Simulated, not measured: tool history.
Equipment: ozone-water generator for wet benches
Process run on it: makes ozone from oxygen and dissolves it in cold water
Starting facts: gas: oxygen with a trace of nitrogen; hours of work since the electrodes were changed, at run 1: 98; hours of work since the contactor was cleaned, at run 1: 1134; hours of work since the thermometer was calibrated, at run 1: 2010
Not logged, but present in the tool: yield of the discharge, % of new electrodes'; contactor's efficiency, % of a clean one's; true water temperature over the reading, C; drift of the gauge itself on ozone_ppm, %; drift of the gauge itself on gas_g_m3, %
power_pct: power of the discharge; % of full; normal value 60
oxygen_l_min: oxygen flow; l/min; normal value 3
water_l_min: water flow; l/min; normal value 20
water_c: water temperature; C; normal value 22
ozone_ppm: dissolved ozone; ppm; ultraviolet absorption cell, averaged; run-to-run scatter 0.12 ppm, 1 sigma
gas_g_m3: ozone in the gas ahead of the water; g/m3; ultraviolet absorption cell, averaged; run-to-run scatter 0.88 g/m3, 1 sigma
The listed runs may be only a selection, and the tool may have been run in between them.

run,hour,power_pct,oxygen_l_min,water_l_min,water_c,hours of work since the electrodes were changed,hours of work since the contactor was cleaned,hours of work since the thermometer was calibrated,ozone_ppm,gas_g_m3
1,0,60,3,20,22,98,1134,2010,9.2,144.8
2,30,60,3,20,22,116,1153,2028,9.2,145.7
3,52.5,60,3,20,22,130,1167,2042,9.2,144.6
4,84,60,3,20,22,149,1186,2061,9.1,145
5,109.1,60,3,20,22,165,1201,2076,9.2,145.1
6,138.4,60,3,29,22,182,1219,2094,6.6,143.6
7,164.4,60,3,29,22,198,1235,2110,6.6,144.8
# hour 166.9: water thermometer calibrated
8,185.1,60,3,29,22,211,1247,11,6.7,145.8
9,209.3,60,3,29,22,226,1262,26,6.8,146.2
10,242.5,60,3,29,22,246,1283,46,6.5,142.2
11,265.7,79,5.21,20,22,260,1297,60,10.9,125.8
12,294,46,5.21,16,22,277,1314,78,9.3,89
13,327.5,52,3.55,17,20,298,1335,98,9.9,120.7
# hour 335: water thermometer calibrated, once more
14,349.8,52,3.55,17,20,311,1348,9,10,120.1
15,371.8,52,3.55,17,20,325,1361,23,10,120.7
16,388.5,52,3.55,17,20,335,1372,33,9.9,118.7

Across each entry between runs, compare the hidden state at the last listed run before it with the hidden state at the first listed run after it:
After run 7, before run 8: water thermometer calibrated (hour 166.9)
  true water temperature over the reading, C: 0.36 -> 0.48
  the result without the hidden state subtracted from the measured one, ozone_ppm: -0.4 -> -0.4 ppm; gas_g_m3: -1.4 -> -1.5 g/m3
After run 13, before run 14: water thermometer calibrated, once more (hour 335)
  contactor's efficiency, % of a clean one's: 92 -> 91.9; true water temperature over the reading, C: 0.49 -> -0.02
  the result without the hidden state subtracted from the measured one, ozone_ppm: -0.6 -> -0.6 ppm; gas_g_m3: -1.3 -> -1.4 g/m3
